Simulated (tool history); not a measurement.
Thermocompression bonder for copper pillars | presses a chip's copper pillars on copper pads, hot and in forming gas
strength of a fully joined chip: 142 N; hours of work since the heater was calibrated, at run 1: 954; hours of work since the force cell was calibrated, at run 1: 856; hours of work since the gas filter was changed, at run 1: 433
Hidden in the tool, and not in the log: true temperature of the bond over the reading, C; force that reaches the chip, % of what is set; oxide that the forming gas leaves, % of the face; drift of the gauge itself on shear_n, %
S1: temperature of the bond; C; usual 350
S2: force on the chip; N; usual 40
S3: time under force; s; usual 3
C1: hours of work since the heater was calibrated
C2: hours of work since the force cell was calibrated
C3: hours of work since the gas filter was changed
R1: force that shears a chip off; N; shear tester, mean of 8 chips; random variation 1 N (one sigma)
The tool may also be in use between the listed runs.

| run | day | S1 | S2 | S3 | C1 | C2 | C3 | R1 |
|---|---|---|---|---|---|---|---|---|
| 1 | 0 | 350 | 40 | 3 | 954 | 856 | 433 | 89.4 |
|  | 0.296 | forming gas filter changed |
| 2 | 4.058 | 350 | 40 | 3 | 1009 | 910 | 51 | 101.3 |
| 3 | 7.338 | 350 | 40 | 3 | 1053 | 954 | 95 | 96.6 |
| 4 | 9.288 | 350 | 40 | 3 | 1079 | 980 | 121 | 95.3 |
| 5 | 11.312 | 350 | 40 | 3 | 1106 | 1008 | 148 | 96 |
| 6 | 13.933 | 350 | 40 | 3 | 1141 | 1043 | 183 | 95.5 |
| 7 | 16.962 | 350 | 40 | 3 | 1182 | 1084 | 224 | 94.3 |
| 8 | 19.504 | 350 | 40 | 3 | 1216 | 1118 | 258 | 92.9 |
| 9 | 23.533 | 347 | 40 | 3 | 1270 | 1172 | 313 | 88.9 |
| 10 | 26.862 | 350 | 40 | 3 | 1315 | 1217 | 357 | 90.1 |
| 11 | 30.092 | 350 | 40 | 3 | 1359 | 1260 | 401 | 88.2 |
| 12 | 31.804 | 350 | 40 | 3 | 1382 | 1283 | 424 | 85.3 |
|  | 32.254 | heater calibrated with a thermocouple chip |
|  | 32.858 | forming gas filter changed |
| 13 | 35.621 | 349 | 44 | 3 | 45 | 1333 | 37 | 98.2 |
| 14 | 38.3 | 375 | 35 | 2 | 81 | 1369 | 73 | 95 |
| 15 | 40.433 | 366 | 28 | 3 | 110 | 1398 | 102 | 88.6 |
|  | 41.438 | heater calibrated with a thermocouple chip, once more |
| 16 | 43.104 | 366 | 28 | 3 | 22 | 1433 | 137 | 90.9 |
| 17 | 46.412 | 366 | 28 | 3 | 67 | 1477 | 181 | 89.1 |
| 18 | 48.662 | 370 | 27 | 6 | 97 | 1507 | 211 | 106.5 |
|  | 49.554 | force cell calibrated |
| 19 | 52.679 | 370 | 27 | 4 | 150 | 42 | 265 | 97.7 |
| 20 | 55.654 | 368 | 41 | 5 | 190 | 82 | 305 | 114.3 |
| 21 | 58.55 | 378 | 55 | 2 | 229 | 121 | 344 | 110.8 |
| 22 | 61.358 | 378 | 33 | 2 | 267 | 159 | 381 | 91.4 |
| 23 | 64.129 | 350 | 27 | 6 | 304 | 196 | 419 | 92.3 |
|  | 65.621 | forming gas filter changed |
| 24 | 66.242 | 350 | 45 | 4 | 332 | 224 | 8 | 115.3 |

Measured less the same run without the tool's hidden state. The same run-to-run variation is in both; the gauge's scatter may not be:
| run | R1 |
|---|---|
| 1 | -13.9 |
| 2 | -4.9 |
| 3 | -6 |
| 4 | -6.6 |
| 5 | -7.4 |
| 6 | -8.4 |
| 7 | -9.4 |
| 8 | -10.4 |
| 9 | -11.7 |
| 10 | -13 |
| 11 | -14.1 |
| 12 | -14.5 |
| 13 | -7.8 |
| 14 | -8.6 |
| 15 | -9.6 |
| 16 | -6.2 |
| 17 | -7.3 |
| 18 | -8.7 |
| 19 | -7.7 |
| 20 | -10 |
| 21 | -11 |
| 22 | -10.6 |
| 23 | -11.9 |
| 24 | -1.7 |

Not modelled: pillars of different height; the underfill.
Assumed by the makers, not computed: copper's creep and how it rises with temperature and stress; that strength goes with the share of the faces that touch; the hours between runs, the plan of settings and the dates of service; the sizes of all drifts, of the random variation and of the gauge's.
